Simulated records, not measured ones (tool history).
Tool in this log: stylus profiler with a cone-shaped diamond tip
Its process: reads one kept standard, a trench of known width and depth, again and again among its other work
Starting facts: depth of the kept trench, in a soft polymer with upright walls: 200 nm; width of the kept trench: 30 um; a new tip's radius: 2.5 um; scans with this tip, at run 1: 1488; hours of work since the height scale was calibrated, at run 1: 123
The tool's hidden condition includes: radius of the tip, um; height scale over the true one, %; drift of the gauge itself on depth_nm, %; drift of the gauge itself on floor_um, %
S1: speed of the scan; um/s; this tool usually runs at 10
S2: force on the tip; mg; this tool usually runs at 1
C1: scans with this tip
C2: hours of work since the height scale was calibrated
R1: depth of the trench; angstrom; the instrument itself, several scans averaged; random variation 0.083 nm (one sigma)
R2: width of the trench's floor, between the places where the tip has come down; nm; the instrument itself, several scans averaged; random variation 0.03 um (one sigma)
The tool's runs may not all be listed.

run    hour  S1    S2     C1   C2      R1     R2
  1       0  10     1   1488  123  2005.9  27860
  2     101  10     1   2152  177  2005.8  27810
  3     165  10     1   2573  212  2007.2  27780
  4   286.6  10     1   3371  277  2007.2  27710
  5   374.7  10     1   3951  325  2006.8  27720
  6   498.5  10  1.64   4764  392  2009.8  27660
  7   615.9  10     1   5535  456  2008.1  27640
  8   745.5  31     1   6387  526  2007.7  27400
  9   825.1  31   0.7   6910  569    2007  27320
      837.6  -- height scale calibrated on a step standard
 10   890.8  31   0.7   7339   29  2009.9  27250
 11   993.9  14   0.7   8016   85  2008.8  27460
 12    1088  14   0.7   8634  135  2009.6  27410
 13  1151.3  14   0.7   9050  170  2009.9  27360
 14  1218.9  14   0.7   9494  206  2009.3  27360
     1315.5  -- height scale calibrated on a step standard, once more
 15  1323.5   4  1.35  10178    4  2008.2  27450
 16  1436.3   4  1.35  10919   65  2008.1  27450
 17  1497.9   4  1.35  11324   99  2006.4  27400
 18  1566.6   4  1.35  11776  136  2007.6  27480
 19  1631.5   4  0.67  12202  171  2004.8  27370
 20  1695.7   8  1.87  12624  206  2009.8  27300
 21  1770.2   9  1.54  13113  246  2010.9  27390
 22  1868.8   7   0.4  13761  299  2003.4  27240
 23  1992.7  21   0.6  14575  366  2004.7  27020
 24  2057.6   2  0.38  15002  401  2005.4  27270
 25    2159   2  0.38  15668  456  2003.8  27200
 26  2278.3   2  0.38  16452  521  2006.3  27180
 27  2407.7   5  0.35  17302  590  2006.3  27110

Alternative continuations, all from the tool just after run 27; predict every row:
  A  2471.4  21  0.49  17721  625   ?   ?
  B  2471.4   4  0.79  17721  625   ?   ?
  C  2471.4   3  0.68  17721  625   ?   ?
  D  2471.4  12     1  17721  625   ?   ?

run      R1     R2
  A  2007.3  26880
  B  2009.1  27170
  C  2006.1  27190
  D  2009.3  27030
Had the tool no hidden state, the same runs would have come out as:
run      R1     R2
  A    2005  27740
  B  2006.7  28030
  C  2003.8  28050
  D    2007  27900
